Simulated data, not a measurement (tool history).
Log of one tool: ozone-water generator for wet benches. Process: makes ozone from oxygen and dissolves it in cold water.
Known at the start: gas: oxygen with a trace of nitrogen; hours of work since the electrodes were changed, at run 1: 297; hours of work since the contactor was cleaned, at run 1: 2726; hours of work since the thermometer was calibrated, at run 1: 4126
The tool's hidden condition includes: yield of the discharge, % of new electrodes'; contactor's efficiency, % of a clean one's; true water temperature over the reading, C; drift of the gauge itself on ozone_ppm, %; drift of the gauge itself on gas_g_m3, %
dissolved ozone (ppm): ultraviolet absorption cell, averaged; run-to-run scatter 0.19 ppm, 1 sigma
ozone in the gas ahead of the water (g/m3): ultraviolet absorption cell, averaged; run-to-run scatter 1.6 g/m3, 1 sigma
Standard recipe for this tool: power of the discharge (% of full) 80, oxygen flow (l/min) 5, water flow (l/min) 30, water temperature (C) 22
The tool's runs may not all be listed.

run,hour,power of the discharge (% of full),oxygen flow (l/min),water flow (l/min),water temperature (C),hours of work since the electrodes were changed,hours of work since the contactor was cleaned,hours of work since the thermometer was calibrated,dissolved ozone (ppm),ozone in the gas ahead of the water (g/m3)
1,0,80,5,30,22,297,2726,4126,26.5,303
2,19.2,80,5,30,22,316,2745,4145,26.5,300.5
3,48.5,80,5,30,22,345,2774,4174,26.7,300.7
4,78.4,80,5,30,14,375,2804,4204,28.9,301.1
5,104,80,5,30,14,401,2830,4229,29,303.8
6,119.3,80,5,30,22,416,2845,4245,26.3,301.2
7,146.7,80,5,30,22,443,2872,4272,26.4,300.1
8,169.1,80,5,30,22,465,2895,4294,26.4,301
9,198.4,80,5,30,22,495,2924,4324,26.3,299.9
10,218.7,80,5,30,20,515,2944,4344,26.9,298.3
11,237.7,80,5,30,17,534,2963,4363,28,301.2
12,258.4,80,5,30,17,555,2984,4383,27.5,301.6
13,276.5,80,5,30,17,573,3002,4401,27.5,301.4
14,289.4,49,5,30,22,585,3014,4414,17,194.1
15,306.8,49,5,30,22,603,3032,4432,17,193.7
16,336.8,49,5,30,22,633,3062,4462,17.1,194.1
17,358.7,49,5,30,22,655,3084,4483,16.7,195
18,380.7,80,8.67,46,22,676,3105,4505,20.1,232.5
19,394.5,46,2.85,30,22,690,3119,4519,14,237.2
20,419.8,46,2.85,30,22,715,3144,4544,13.9,235.8
21,449.7,46,2.85,30,22,745,3174,4574,13.8,236.6
22,469.6,80,4.56,30,22,765,3194,4594,25.3,311.5
23,490.6,69,5,30,29,786,3215,4615,20.6,261.2
24,504.8,69,5.47,30,14,800,3229,4629,25.3,251.8
25,535.6,80,6.75,30,21,831,3260,4660,27.2,260
26,559.4,80,6.75,30,21,855,3284,4683,27.3,262
27,584,80,6.75,30,21,879,3308,4708,27.2,259.8
28,601.5,80,7.06,30,22,897,3326,4725,27.2,255.6
29,625.8,90,4.82,30,26,921,3350,4750,27.1,332.8
30,652,90,4.82,30,26,947,3376,4776,27.2,334.4
31,670.3,90,4.82,30,26,965,3394,4794,27,337.3
32,691.2,43,5,30,22,986,3415,4815,15,170.8
33,714.3,88,5,37,22,1009,3438,4838,23.5,322.7

Each row is a separate what-if for the run after 33, all from the same tool condition, not one after another. Results?
# hour 736.9: contactor cleaned
A,741.8,86,6.66,19,22,1032,5,4861,?,?
# hour 736.9: contactor cleaned
B,741.8,60,5.4,37,22,1032,5,4861,?,?
# hour 736.9: contactor cleaned
C,741.8,99,3.7,30,16,1032,5,4861,?,?
# hour 736.9: contactor cleaned
D,741.8,88,3.49,37,14,1032,5,4861,?,?

run,dissolved ozone (ppm),ozone in the gas ahead of the water (g/m3)
A,39.1,276
B,17.5,222.5
C,31.6,412.3
D,23.3,381.8
With the hidden condition removed and each run's random variation left untouched, the same runs would have given:
run,dissolved ozone (ppm),ozone in the gas ahead of the water (g/m3)
A,40.4,284.5
B,18,227.4
C,32.8,426.3
D,24.1,393.7
